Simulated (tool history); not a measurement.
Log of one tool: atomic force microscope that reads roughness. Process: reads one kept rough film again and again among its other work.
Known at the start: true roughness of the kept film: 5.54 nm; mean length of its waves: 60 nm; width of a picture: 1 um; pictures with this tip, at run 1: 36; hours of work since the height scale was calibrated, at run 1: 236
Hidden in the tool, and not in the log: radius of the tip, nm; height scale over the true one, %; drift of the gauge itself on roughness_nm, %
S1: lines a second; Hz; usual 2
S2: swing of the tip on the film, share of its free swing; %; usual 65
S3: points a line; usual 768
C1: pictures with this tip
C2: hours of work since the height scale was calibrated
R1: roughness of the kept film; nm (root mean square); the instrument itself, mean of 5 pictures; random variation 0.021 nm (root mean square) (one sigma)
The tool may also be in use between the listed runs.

run   hour  S1  S2   S3   C1   C2     R1
  1      0   2  65  768   36  236  4.989
  2   17.5   2  65  768   49  244  5.035
  3   28.7   2  65  781   57  248  4.964
  4   46.1   2  65  781   70  256  4.931
  5   61.4   2  65  781   81  262    4.9
  6   72.6   2  65  781   90  267  4.885
  7   90.5   2  65  781  103  274  4.874
  8  104.5   2  65  344  113  280  4.893
  9  119.2   2  65  344  124  286  4.817
 10  127.8   2  65  344  130  290  4.818

Hidden state or all else? Some run-to-run changes of R1, split into what the settings, what came in and random variation would give without the hidden state, and what is left for the hidden state (with any gauge scatter that isn't in both results):
Run 1 -> 2: no setting changed, nothing entered. R1 +0.046 nm (root mean square): hidden state -0.027, all else +0.073.
Run 8 -> 9: no setting changed, nothing entered. R1 -0.076 nm (root mean square): hidden state -0.019, all else -0.057.
